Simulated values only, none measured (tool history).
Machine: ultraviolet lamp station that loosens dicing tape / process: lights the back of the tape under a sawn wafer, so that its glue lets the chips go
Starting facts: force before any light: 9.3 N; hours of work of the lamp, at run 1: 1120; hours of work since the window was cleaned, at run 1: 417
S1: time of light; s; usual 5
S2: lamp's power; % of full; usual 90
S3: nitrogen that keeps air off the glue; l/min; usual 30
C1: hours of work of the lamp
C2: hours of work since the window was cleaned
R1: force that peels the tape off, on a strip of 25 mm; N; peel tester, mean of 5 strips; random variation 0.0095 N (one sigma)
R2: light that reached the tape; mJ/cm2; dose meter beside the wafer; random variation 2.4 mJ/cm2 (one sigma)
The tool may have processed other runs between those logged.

run	hour	S1	S2	S3	C1	C2	R1	R2
1	0.0	5	90	30	1120	417	0.395	259
2	47.0	5	90	24	1147	444	0.497	262
3	85.1	5	90	24	1169	466	0.500	258
4	138.1	5	90	24	1200	497	0.493	257
5	199.3	5	90	24	1235	532	0.471	257
6	235.7	5	90	24	1256	553	0.506	260
7	290.0	3	90	24	1287	585	1.384	154
8	336.4	3	90	24	1314	611	1.390	152
9	363.9	3	90	24	1330	627	1.427	159
# hour 382.0: lamp changed
10	400.1	5	66	30	10	648	0.775	193
# hour 442.6: window cleaned of glue's vapour
11	450.9	5	66	30	39	5	0.765	190
12	495.0	3	94	30	65	30	1.043	163
13	525.4	3	90	30	82	48	1.204	153
14	562.0	3	90	30	104	69	1.166	156
15	598.1	3	93	25	124	90	1.266	161
16	625.7	2	85	25	140	106	2.676	101
17	653.2	3	73	10	156	122	3.149	129
18	700.0	5	71	17	183	149	1.091	206
19	760.0	7	62	44	218	183	0.328	252
20	813.1	6	71	42	249	214	0.342	244
21	873.6	6	71	42	283	249	0.368	247

Consider 3 possible next runs. They are alternatives, not a sequence: every one starts from the tool as it was left by run 21. What does each give?
A	938.6	4	90	36	321	286	?	?
B	938.6	5	88	56	321	286	?	?
C	938.6	5	90	14	321	286	?	?

run	R1	R2
A	0.567	213
B	0.278	254
C	0.811	260
With no hidden state in the tool, these same runs would have given:
run	R1	R2
A	0.565	213
B	0.278	254
C	0.809	260
